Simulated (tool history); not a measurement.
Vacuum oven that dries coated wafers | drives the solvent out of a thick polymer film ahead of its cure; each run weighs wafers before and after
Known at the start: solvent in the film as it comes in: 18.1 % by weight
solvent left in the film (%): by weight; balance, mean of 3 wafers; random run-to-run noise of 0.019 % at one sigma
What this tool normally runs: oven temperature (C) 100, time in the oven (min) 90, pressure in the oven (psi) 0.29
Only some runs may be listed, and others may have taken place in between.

run,day,oven temperature (C),time in the oven (min),pressure in the oven (psi),solvent left in the film (%)
1,0,100,90,0.29,2.86
2,1.621,110,90,0.29,1.09
3,4.583,110,90,0.29,1.13
4,5.958,100,90,0.29,2.85
5,7.617,100,90,0.29,2.86
6,9.346,98,90,0.29,3.43
7,11.5,98,90,0.29,3.43
8,13.729,98,90,0.29,3.41
9,15,98,90,0.29,3.37
# day 17.071: oven's thermocouples calibrated
10,17.483,98,90,0.29,3.93
11,20.6,98,90,0.29,3.85
12,22.15,98,90,0.29,3.9
13,23.525,100,90,0.856,5.47
14,25.175,100,90,0.856,5.46
15,26.488,100,90,0.49,4.01
# day 26.767: vacuum gauge cleaned of residue and calibrated
16,28.954,100,90,0.49,4.03
17,30.867,100,90,0.29,3.27
18,33.012,100,90,0.29,3.23
19,35.508,100,90,0.29,3.23
20,36.979,100,90,0.215,2.88
21,38.575,100,100,0.215,2.52
# day 39.688: vacuum gauge cleaned of residue and calibrated, once more
22,41.158,100,100,0.215,2.34
23,43.179,100,102,0.29,2.52
24,44.658,100,56,0.718,6.44
25,46.367,97,97,0.35,3.86
26,49.146,102,58,0.212,3.77
27,50.454,99,81,0.212,3.31
28,52.396,100,60,0.197,4.29
29,53.983,92,124,0.56,5.55
30,55.7,114,97,0.29,0.83
31,57.362,112,102,0.238,0.79
32,60.183,86,99,0.238,7.42
33,61.979,100,60,0.405,4.89
34,65.129,100,60,0.405,4.84
# day 65.729: oven's thermocouples calibrated
35,66.883,100,60,0.405,5.6
36,69.192,100,60,0.405,5.52
37,70.879,100,57,0.468,6.03
38,74.021,99,79,0.29,4.24
39,75.529,100,57,0.812,7.13
40,76.971,89,90,0.29,7.55
41,78.379,98,86,1.03,7.16
42,80.7,107,95,0.29,1.62
43,83.733,108,153,0.29,1.13
44,86.892,114,125,0.255,0.8
45,88.275,112,65,0.316,1.53
46,89.921,91,64,1.12,11.37

Forecast each of these 3 alternatives for the next run:
A,92.454,87,64,0.381,?
B,92.454,93,51,0.358,?
C,92.454,88,84,0.712,?

run,solvent left in the film (%)
A,10.01
B,8.73
C,9.93
What these runs would have given with no unlogged condition in the tool:
run,solvent left in the film (%)
A,10.08
B,8.83
C,10
